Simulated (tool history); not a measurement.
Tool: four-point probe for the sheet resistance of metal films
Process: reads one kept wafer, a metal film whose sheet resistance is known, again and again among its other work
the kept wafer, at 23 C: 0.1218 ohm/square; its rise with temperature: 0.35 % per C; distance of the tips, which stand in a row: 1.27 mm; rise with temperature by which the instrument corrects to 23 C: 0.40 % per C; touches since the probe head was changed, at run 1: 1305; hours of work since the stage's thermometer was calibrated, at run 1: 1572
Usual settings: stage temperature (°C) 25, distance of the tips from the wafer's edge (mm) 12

| run | day | stage temperature (°C) | distance of the tips from the wafer's edge (mm) | touches since the probe head was changed | hours of work since the stage's thermometer was calibrated | sheet resistance as the instrument gives it (ohm/square) |
|---|---|---|---|---|---|---|
| 1 | 0.000 | 25 | 12 | 1305 | 1572 | 0.122213 |
| 2 | 0.858 | 25 | 12 | 1901 | 1585 | 0.122230 |
| 3 | 1.317 | 25 | 12 | 2222 | 1593 | 0.122262 |
| 4 | 2.312 | 25 | 12 | 2915 | 1609 | 0.122203 |
| 5 | 3.129 | 25 | 12 | 3482 | 1622 | 0.122282 |
| 6 | 3.971 | 25 | 12 | 4069 | 1635 | 0.122267 |
| 7 | 4.496 | 25 | 12 | 4432 | 1644 | 0.122264 |
| 8 | 5.333 | 25 | 23 | 5015 | 1657 | 0.121752 |
| 9 | 5.946 | 25 | 12 | 5440 | 1667 | 0.122256 |
| 10 | 6.783 | 25 | 12 | 6024 | 1681 | 0.122274 |
| 11 | 7.412 | 29 | 12 | 6462 | 1691 | 0.121987 |
| 12 | 7.975 | 29 | 12 | 6854 | 1700 | 0.122047 |
| 13 | 8.458 | 29 | 12 | 7189 | 1707 | 0.122041 |
| 14 | 9.079 | 29 | 12 | 7621 | 1717 | 0.122010 |
| 15 | 9.808 | 29 | 12 | 8128 | 1729 | 0.122024 |
| 16 | 10.825 | 29 | 12 | 8837 | 1745 | 0.122050 |
| 17 | 11.567 | 29 | 12 | 9352 | 1757 | 0.122038 |
| 18 | 12.212 | 29 | 12 | 9803 | 1768 | 0.122051 |
| 19 | 12.771 | 25 | 6 | 10191 | 1777 | 0.124422 |
| 20 | 13.717 | 28 | 6 | 10848 | 1792 | 0.124253 |
| 21 | 14.754 | 25 | 12 | 11572 | 1809 | 0.122287 |
| 22 | 15.329 | 32 | 6 | 11971 | 1818 | 0.123992 |
| 23 | 15.921 | 35 | 13 | 12384 | 1827 | 0.121638 |
| 24 | 16.842 | 35 | 13 | 13024 | 1842 | 0.121598 |
| 25 | 17.438 | 29 | 11 | 13439 | 1852 | 0.122219 |
| 26 | 18.321 | 30 | 6 | 14053 | 1866 | 0.124139 |
| 27 | 19.021 | 19 | 56 | 14539 | 1877 | 0.122011 |
| 28 | 19.875 | 27 | 72 | 15134 | 1891 | 0.121499 |
| 29 | 20.771 | 30 | 6 | 15756 | 1905 | 0.124146 |
| 30 | 21.733 | 30 | 4 | 16428 | 1921 | 0.127514 |
| 31 | 22.229 | 19 | 35 | 16771 | 1928 | 0.122098 |
| 32 | 22.979 | 25 | 16 | 17293 | 1940 | 0.121978 |
| 33 | 23.575 | 21 | 8 | 17708 | 1950 | 0.123529 |
| 34 | 24.283 | 23 | 17 | 18201 | 1961 | 0.122109 |
| 35 | 24.946 | 33 | 37 | 18662 | 1972 | 0.121219 |
| 36 | 25.875 | 20 | 5 | 19309 | 1987 | 0.126054 |
| 37 | 26.896 | 32 | 53 | 20017 | 2003 | 0.121223 |
| 38 | 27.838 | 29 | 4 | 20673 | 2018 | 0.127593 |
| 39 | 28.383 | 33 | 51 | 21055 | 2027 | 0.121174 |
| 40 | 29.117 | 33 | 51 | 21563 | 2039 | 0.121174 |
| 41 | 29.550 | 28 | 35 | 21865 | 2046 | 0.121553 |
| 42 | 29.967 | 32 | 30 | 22157 | 2053 | 0.121299 |

Forecast each of these 4 alternatives for the next run:
| A | 30.621 | 23 | 56 | 22611 | 2063 | ? |
| B | 30.621 | 20 | 12 | 22611 | 2063 | ? |
| C | 30.621 | 30 | 30 | 22611 | 2063 | ? |
| D | 30.621 | 24 | 21 | 22611 | 2063 | ? |

| run | sheet resistance as the instrument gives it (ohm/square) |
|---|---|
| A | 0.121789 |
| B | 0.122719 |
| C | 0.121472 |
| D | 0.121970 |
Without the tool's hidden state the same runs would have given:
| run | sheet resistance as the instrument gives it (ohm/square) |
|---|---|
| A | 0.121804 |
| B | 0.122736 |
| C | 0.121483 |
| D | 0.121984 |
